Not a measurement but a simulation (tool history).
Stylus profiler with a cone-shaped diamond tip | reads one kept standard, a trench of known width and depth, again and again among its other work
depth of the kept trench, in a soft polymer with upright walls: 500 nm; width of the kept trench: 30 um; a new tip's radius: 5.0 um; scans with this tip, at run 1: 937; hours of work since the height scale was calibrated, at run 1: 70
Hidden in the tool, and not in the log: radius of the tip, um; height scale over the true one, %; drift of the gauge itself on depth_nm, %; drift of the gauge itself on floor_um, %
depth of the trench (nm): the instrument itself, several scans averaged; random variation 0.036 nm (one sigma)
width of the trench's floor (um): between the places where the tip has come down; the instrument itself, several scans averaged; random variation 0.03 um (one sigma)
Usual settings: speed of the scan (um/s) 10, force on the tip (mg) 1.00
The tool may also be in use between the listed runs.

run,day,speed of the scan (um/s),force on the tip (mg),scans with this tip,hours of work since the height scale was calibrated,depth of the trench (nm),width of the trench's floor (um)
1,0.000,10,1.00,937,70,503.27,25.45
2,0.779,10,1.00,1058,79,503.32,25.40
3,1.238,10,1.00,1130,84,503.19,25.37
4,1.983,10,0.56,1245,93,502.22,25.35
5,2.592,10,0.56,1340,100,502.26,25.37
6,3.371,10,0.56,1461,109,502.26,25.30
7,3.988,10,0.56,1557,116,502.17,25.32
8,4.350,10,0.56,1613,120,502.21,25.35
9,4.858,10,0.56,1692,126,502.12,25.30
10,5.604,10,1.00,1808,135,503.28,25.33
11,6.267,10,1.00,1911,142,503.25,25.31
# day 6.321: height scale calibrated on a step standard
12,7.062,10,1.00,2031,9,503.22,25.27
13,7.433,10,1.00,2089,13,503.15,25.33
14,8.100,9,1.00,2192,21,503.18,25.33
# day 8.512: height scale calibrated on a step standard, once more
15,8.546,10,1.00,2258,0,503.11,25.30
16,9.154,10,1.00,2353,7,503.13,25.21
17,9.696,10,1.00,2437,14,503.13,25.25
18,10.038,10,1.00,2490,18,503.22,25.28
19,10.550,10,1.00,2570,24,503.22,25.28
20,11.125,10,2.19,2659,30,505.44,25.27
21,11.842,10,2.19,2771,39,505.38,25.25
22,12.362,33,2.34,2851,45,505.68,25.12
23,12.917,33,2.34,2938,51,505.57,25.14
24,13.704,3,1.10,3060,60,503.30,25.25
25,14.362,13,0.43,3162,68,501.67,25.10
26,14.962,18,1.50,3256,75,504.16,25.10
27,15.558,3,1.73,3348,81,504.52,25.26
28,16.183,2,1.15,3445,89,503.41,25.18
29,16.754,2,2.24,3534,95,505.39,25.23
30,17.275,19,1.08,3614,101,503.22,25.04
31,17.875,19,1.08,3708,108,503.15,25.06
32,18.612,33,1.51,3822,117,504.07,24.88
33,19.350,11,1.47,3937,125,504.01,25.12
34,19.979,11,1.47,4035,133,504.05,25.05
35,20.767,25,0.62,4157,142,502.09,24.81
36,21.142,27,0.47,4215,146,501.77,24.80
37,21.508,20,0.47,4272,150,501.75,24.83
38,22.150,20,0.47,4372,158,501.79,24.82
39,22.617,13,0.92,4445,163,502.83,24.99
40,23.333,31,1.98,4556,171,504.91,24.88

4 ways to go on from here, each from the tool as it stands after run 40. What would each give?
A,23.946,3,0.60,4651,178,?,?
B,23.946,6,1.98,4651,178,?,?
C,23.946,2,1.91,4651,178,?,?
D,23.946,4,0.41,4651,178,?,?

run,depth of the trench (nm),width of the trench's floor (um)
A,502.14,25.08
B,504.85,25.12
C,504.79,25.09
D,501.54,25.05
Without the tool's hidden state the same runs would have given:
run,depth of the trench (nm),width of the trench's floor (um)
A,502.42,25.60
B,505.13,25.64
C,505.07,25.61
D,501.82,25.57

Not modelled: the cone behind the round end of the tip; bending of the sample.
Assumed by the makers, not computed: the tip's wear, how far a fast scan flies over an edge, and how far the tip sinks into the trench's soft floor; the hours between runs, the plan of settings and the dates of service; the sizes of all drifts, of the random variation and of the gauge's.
